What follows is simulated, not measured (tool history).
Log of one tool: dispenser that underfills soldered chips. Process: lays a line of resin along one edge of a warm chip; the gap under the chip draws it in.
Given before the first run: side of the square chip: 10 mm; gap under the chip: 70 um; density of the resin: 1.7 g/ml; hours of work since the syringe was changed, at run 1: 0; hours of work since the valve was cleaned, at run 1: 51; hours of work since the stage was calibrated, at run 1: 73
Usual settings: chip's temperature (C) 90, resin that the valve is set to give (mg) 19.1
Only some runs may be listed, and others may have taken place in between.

| run | day | chip's temperature (C) | resin that the valve is set to give (mg) | hours of work since the syringe was changed | hours of work since the valve was cleaned | hours of work since the stage was calibrated | time until the resin shows at the far edge (s) | resin that the valve gave (mg) |
|---|---|---|---|---|---|---|---|---|
| 1 | 0 | 90 | 19.1 | 0 | 51 | 73 | 88.4 | 18.24 |
| 2 | 0.242 | 99 | 19.1 | 4 | 55 | 77 | 71.4 | 18.17 |
| 3 | 0.633 | 99 | 17 | 10 | 61 | 83 | 90.4 | 16.1 |
|  | 0.667 | new syringe of resin |
| 4 | 0.988 | 104 | 19.1 | 5 | 66 | 88 | 62.6 | 17.93 |
| 5 | 1.158 | 104 | 19.1 | 8 | 69 | 91 | 68.2 | 17.85 |
|  | 1.221 | dispensing valve cleaned and set on the balance |
|  | 1.4 | new syringe of resin |
| 6 | 1.579 | 90 | 19.1 | 3 | 6 | 97 | 92.2 | 19.08 |
| 7 | 1.879 | 90 | 19.1 | 8 | 10 | 101 | 109.2 | 18.89 |
|  | 2.117 | new syringe of resin |
| 8 | 2.171 | 90 | 19.1 | 1 | 15 | 106 | 89.3 | 18.78 |
| 9 | 2.521 | 90 | 19.1 | 6 | 20 | 111 | 108.7 | 18.81 |
|  | 2.829 | new syringe of resin |
| 10 | 2.929 | 90 | 22.2 | 2 | 26 | 118 | 90.1 | 21.71 |
| 11 | 3.25 | 90 | 19.1 | 7 | 32 | 123 | 105 | 18.63 |
|  | 3.538 | new syringe of resin |
| 12 | 3.646 | 90 | 19.1 | 2 | 38 | 129 | 91.5 | 18.4 |
| 13 | 4.012 | 92 | 19.1 | 8 | 43 | 135 | 104.1 | 18.22 |
|  | 4.229 | new syringe of resin |
| 14 | 4.417 | 92 | 19.1 | 3 | 50 | 141 | 91.1 | 18.1 |
| 15 | 4.75 | 92 | 19.1 | 8 | 55 | 146 | 106 | 18.06 |
|  | 4.917 | new syringe of resin |
| 16 | 4.962 | 79 | 19.1 | 1 | 58 | 149 | 136.3 | 18.02 |
| 17 | 5.292 | 79 | 19.1 | 6 | 63 | 154 | 165.5 | 17.96 |
| 18 | 5.488 | 90 | 19.1 | 9 | 66 | 158 | 116.6 | 17.93 |
|  | 5.608 | new syringe of resin |
|  | 5.733 | dispensing valve cleaned and set on the balance |
| 19 | 5.862 | 90 | 19.1 | 3 | 2 | 163 | 97 | 19.12 |
| 20 | 6.096 | 90 | 19.1 | 7 | 6 | 166 | 111.4 | 18.88 |
|  | 6.35 | new syringe of resin |
| 21 | 6.483 | 90 | 19.1 | 2 | 12 | 172 | 94.3 | 18.84 |
| 22 | 6.846 | 90 | 19.1 | 8 | 17 | 178 | 113.7 | 18.68 |
|  | 7.042 | new syringe of resin |
| 23 | 7.146 | 91 | 19.1 | 2 | 22 | 183 | 90.2 | 18.83 |
| 24 | 7.5 | 102 | 16.4 | 7 | 28 | 188 | 73.6 | 15.92 |
|  | 7.738 | new syringe of resin |
| 25 | 7.892 | 102 | 16.4 | 2 | 34 | 194 | 62.4 | 15.73 |
| 26 | 8.212 | 81 | 17.3 | 8 | 39 | 199 | 162.8 | 16.6 |
|  | 8.429 | new syringe of resin |
| 27 | 8.542 | 81 | 17.3 | 2 | 44 | 204 | 137 | 16.48 |
| 28 | 8.821 | 89 | 22.6 | 6 | 48 | 209 | 110.8 | 21.57 |
| 29 | 9.067 | 105 | 19.6 | 10 | 52 | 213 | 70.9 | 18.61 |
|  | 9.117 | new syringe of resin |
| 30 | 9.308 | 97 | 24.1 | 3 | 56 | 216 | 76.5 | 22.9 |
| 31 | 9.704 | 92 | 19.2 | 9 | 62 | 222 | 112.9 | 17.98 |
|  | 9.804 | new syringe of resin |
| 32 | 10.033 | 90 | 17.6 | 4 | 67 | 227 | 103.2 | 16.51 |
|  | 10.242 | dispensing valve cleaned and set on the balance |
| 33 | 10.338 | 93 | 18.8 | 8 | 2 | 232 | 103.5 | 18.91 |
|  | 10.538 | new syringe of resin |
| 34 | 10.658 | 101 | 18.6 | 2 | 6 | 237 | 62.5 | 18.43 |
| 35 | 10.896 | 101 | 18.6 | 6 | 10 | 240 | 71 | 18.46 |

Each row is a separate what-if for the run after 35, all from the same tool condition, not one after another. Results?
| A | 11.092 | 85 | 22.9 | 9 | 13 | 243 | ? | ? |
| B | 11.092 | 87 | 20.1 | 9 | 13 | 243 | ? | ? |
| C | 11.092 | 103 | 22.2 | 9 | 13 | 243 | ? | ? |

| run | time until the resin shows at the far edge (s) | resin that the valve gave (mg) |
|---|---|---|
| A | 142.1 | 22.57 |
| B | 133.6 | 19.79 |
| C | 72.8 | 21.75 |
Without the tool's hidden state the same runs would have given:
| run | time until the resin shows at the far edge (s) | resin that the valve gave (mg) |
|---|---|---|
| A | 102.7 | 22.9 |
| B | 96.3 | 20.08 |
| C | 52.7 | 22.07 |
